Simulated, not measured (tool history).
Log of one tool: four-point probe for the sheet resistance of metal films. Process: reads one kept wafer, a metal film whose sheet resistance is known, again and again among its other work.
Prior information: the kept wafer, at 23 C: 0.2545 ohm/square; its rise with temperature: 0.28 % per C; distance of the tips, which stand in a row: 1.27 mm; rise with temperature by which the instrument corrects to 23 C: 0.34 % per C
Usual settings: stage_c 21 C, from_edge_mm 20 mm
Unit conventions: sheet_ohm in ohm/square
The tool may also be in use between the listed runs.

{"run": 1, "hour": 0.0, "stage_c": 21, "from_edge_mm": 20, "sheet_ohm": 0.25465}
{"run": 2, "hour": 23.5, "stage_c": 21, "from_edge_mm": 20, "sheet_ohm": 0.25468}
{"run": 3, "hour": 38.5, "stage_c": 21, "from_edge_mm": 20, "sheet_ohm": 0.254737}
{"run": 4, "hour": 53.4, "stage_c": 21, "from_edge_mm": 10, "sheet_ohm": 0.25636}
{"run": 5, "hour": 75.6, "stage_c": 32, "from_edge_mm": 10, "sheet_ohm": 0.254638}
{"run": 6, "hour": 100.2, "stage_c": 32, "from_edge_mm": 10, "sheet_ohm": 0.25456}
{"run": 7, "hour": 117.2, "stage_c": 21, "from_edge_mm": 20, "sheet_ohm": 0.254664}

Run 8 is up next; what results do you expect?
{"run": 8, "hour": 150.5, "stage_c": 21, "from_edge_mm": 20, "sheet_ohm": "?"}

Run 8 measured sheet_ohm 0.254651 ohm/square.
On a tool with no hidden condition, and with the same random variation, this run would have come out at sheet_ohm 0.255408 ohm/square.

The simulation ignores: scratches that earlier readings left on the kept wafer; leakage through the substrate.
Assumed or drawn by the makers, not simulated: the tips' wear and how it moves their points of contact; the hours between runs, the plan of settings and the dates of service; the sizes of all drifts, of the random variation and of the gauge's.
